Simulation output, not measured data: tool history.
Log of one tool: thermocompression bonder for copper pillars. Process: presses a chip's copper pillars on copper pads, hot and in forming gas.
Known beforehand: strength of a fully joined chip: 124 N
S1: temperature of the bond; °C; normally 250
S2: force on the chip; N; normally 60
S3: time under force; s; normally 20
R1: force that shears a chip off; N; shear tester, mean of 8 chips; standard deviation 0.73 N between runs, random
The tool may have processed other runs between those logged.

run     day   S1  S2  S3    R1
  1   0.000  250  60  20  50.3
  2   0.775  250  60  20  50.2
  3   1.483  250  60  48  66.4
  4   2.375  250  60  20  48.5
  5   3.117  250  60  20  48.6
      3.229  -- forming gas filter changed
  6   3.821  250  60  20  53.5
  7   4.829  250  60  20  52.3
  8   6.296  250  60  20  51.4
  9   7.517  250  61  20  52.7
 10   8.662  250  61  20  53.2
 11   9.858  250  61  20  52.4
 12  10.592  250  61  20  48.7
 13  11.233  228  60  20  37.7
 14  12.625  237  60  20  41.2
 15  13.438  250  60  20  48.9
 16  14.029  250  60  20  48.1
 17  14.962  250  60  20  48.4
     15.312  -- forming gas filter changed
 18  15.788  250  60  20  53.7
 19  16.571  250  60  20  53.0
 20  17.838  250  60  20  52.6
 21  18.504  224  57  28  40.8
 22  19.879  250  60  56  72.8
 23  21.288  222  67  16  36.3
 24  22.579  250  66  46  71.2
 25  24.025  267  60  41  75.4
 26  25.504  238  39  47  41.1
 27  26.358  234  89  47  70.7
     27.342  -- forming gas filter changed
 28  27.342  280  60  21  74.8
 29  28.658  254  63  20  57.7
 30  29.258  245  78  28  68.8
 31  30.354  227  60  20  39.9
 32  31.596  227  60  20  39.0
 33  32.938  227  60  20  38.2
 34  33.825  227  60  20  37.5
 35  34.900  229  75  29  55.2

Expected results for the next run?
 36  36.042  250  52  20   ?

{"run 36": {"R1": 44.2}}
The same run, on a tool lacking any hidden state, would have yielded R1 46.4 N.
